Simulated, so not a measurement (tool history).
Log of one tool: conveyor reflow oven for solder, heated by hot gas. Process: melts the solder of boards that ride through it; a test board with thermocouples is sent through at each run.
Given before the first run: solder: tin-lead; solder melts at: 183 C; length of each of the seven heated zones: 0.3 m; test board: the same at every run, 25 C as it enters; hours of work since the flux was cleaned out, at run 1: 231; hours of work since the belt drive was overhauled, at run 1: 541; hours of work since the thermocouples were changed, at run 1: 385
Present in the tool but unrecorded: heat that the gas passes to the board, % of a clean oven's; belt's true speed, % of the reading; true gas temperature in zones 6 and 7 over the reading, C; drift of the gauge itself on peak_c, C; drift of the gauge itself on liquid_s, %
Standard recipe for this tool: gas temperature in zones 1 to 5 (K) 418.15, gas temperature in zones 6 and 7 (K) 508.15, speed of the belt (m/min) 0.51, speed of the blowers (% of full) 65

run     day  gas temperature in zones 1 to 5 (K)  gas temperature in zones 6 and 7 (K)  speed of the belt (m/min)  speed of the blowers (% of full)  hours of work since the flux was cleaned out  hours of work since the belt drive was overhauled  hours of work since the thermocouples were changed  highest temperature of the board (K)  time above the solder's melting point (s)
  1       0                               418.15                                508.15                       0.51                                65                                           231                                                541                                                 385                                491.15                                       56.1
      1.025  -- flux residue cleaned out of gas plates and filters
  2   2.292                               418.15                                508.15                       0.51                                65                                            15                                                565                                                 409                                492.65                                       57.5
  3   3.433                               418.15                                508.15                       0.51                                65                                            28                                                578                                                 423                                492.35                                       57.3
  4   5.546                               418.15                                501.15                       0.51                                65                                            53                                                603                                                 448                                486.15                                       52.5
  5   6.912                               418.15                                501.15                       0.51                                65                                            69                                                619                                                 464                                485.65                                       52.6
  6   8.242                               418.15                                501.15                       0.51                                65                                            85                                                635                                                 479                                485.15                                       52.6
  7  10.021                               418.15                                501.15                       0.51                                65                                           105                                                656                                                 500                                485.95                                       52.2
  8  11.954                               418.15                                501.15                       0.51                                65                                           128                                                678                                                 523                                485.15                                       52.5
  9  13.412                               418.15                                501.15                      0.456                                58                                           145                                                695                                                 540                                486.95                                       60.4

Predict the results of run 10:
 10  15.45                               427.15                                507.15                       0.51                                77                                           169                                                719                                                 564                                     ?                                          ?

{"run 10": {"highest temperature of the board (K)": 493.45, "time above the solder's melting point (s)": 62}}
With the hidden condition absent and the run-to-run variation left alone, this run would have shown highest temperature of the board (K) 495.25, time above the solder's melting point (s) 62.3.
